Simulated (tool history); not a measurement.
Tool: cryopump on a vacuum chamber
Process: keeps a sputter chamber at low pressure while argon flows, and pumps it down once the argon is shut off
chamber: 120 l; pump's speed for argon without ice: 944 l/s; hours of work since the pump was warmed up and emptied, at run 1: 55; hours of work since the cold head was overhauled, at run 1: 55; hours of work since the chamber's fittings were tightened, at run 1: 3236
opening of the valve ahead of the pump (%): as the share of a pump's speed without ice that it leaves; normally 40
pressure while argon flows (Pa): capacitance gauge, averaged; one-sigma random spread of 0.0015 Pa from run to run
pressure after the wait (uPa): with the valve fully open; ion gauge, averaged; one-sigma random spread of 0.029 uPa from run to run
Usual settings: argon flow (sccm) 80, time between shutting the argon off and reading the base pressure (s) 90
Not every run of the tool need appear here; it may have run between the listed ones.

run,day,argon flow (sccm),time between shutting the argon off and reading the base pressure (s),opening of the valve ahead of the pump (%),hours of work since the pump was warmed up and emptied,hours of work since the cold head was overhauled,hours of work since the chamber's fittings were tightened,pressure while argon flows (Pa),pressure after the wait (uPa)
1,0.000,80,90,40,55,55,3236,0.3621,2.33
2,0.988,80,90,40,66,66,3247,0.3614,2.32
3,1.492,80,90,21,71,71,3253,0.6839,2.28
4,2.054,80,90,21,77,77,3259,0.6903,2.31
5,2.758,80,90,40,85,85,3266,0.3623,2.34
6,3.588,80,90,40,94,94,3275,0.3647,2.38
7,4.233,80,90,40,101,101,3283,0.3651,2.36
8,5.033,80,90,40,110,110,3291,0.3653,2.36
9,5.721,80,90,40,117,117,3299,0.3668,2.32
10,6.258,76,90,40,123,123,3305,0.3457,2.39
11,7.038,76,90,40,132,132,3313,0.3482,2.36
12,7.488,80,90,40,137,137,3318,0.3686,2.32
13,8.025,80,90,27,142,142,3324,0.5384,2.40
14,8.721,80,90,27,150,150,3332,0.5431,2.42
15,9.212,80,90,29,155,155,3337,0.5031,2.37
16,10.012,51,211,43,164,164,3346,0.2212,1.74
17,10.808,43,90,40,173,173,3354,0.1974,2.36
18,11.329,43,90,40,179,179,3360,0.1975,2.44
19,11.917,37,111,40,185,185,3367,0.1721,2.19
20,12.754,44,22,31,194,194,3376,0.2622,5.79
21,13.204,119,90,16,199,199,3381,1.3464,2.36
22,13.725,33,72,16,205,205,3386,0.3746,2.66
23,14.758,52,90,37,216,216,3398,0.2602,2.38

Results for each run, recomputed without the tool's hidden state and with each run's random variation untouched:
Hidden state at play: pump's speed, % of a pump's without ice; cold plate's temperature, K; leak into the chamber, uPa l/s; drift of the gauge itself on working_pa, %; drift of the gauge itself on base_upa, %.
run,pressure while argon flows (Pa),pressure after the wait (uPa)
1,0.3581,1.45
2,0.3566,1.46
3,0.6789,1.43
4,0.6848,1.44
5,0.3563,1.45
6,0.3582,1.48
7,0.3581,1.46
8,0.3577,1.46
9,0.3588,1.41
10,0.3377,1.47
11,0.3397,1.44
12,0.3592,1.42
13,0.5287,1.46
14,0.5327,1.49
15,0.4925,1.44
16,0.2140,0.80
17,0.1910,1.41
18,0.1909,1.48
19,0.1662,1.22
20,0.2548,4.83
21,1.3260,1.41
22,0.3688,1.68
23,0.2505,1.41

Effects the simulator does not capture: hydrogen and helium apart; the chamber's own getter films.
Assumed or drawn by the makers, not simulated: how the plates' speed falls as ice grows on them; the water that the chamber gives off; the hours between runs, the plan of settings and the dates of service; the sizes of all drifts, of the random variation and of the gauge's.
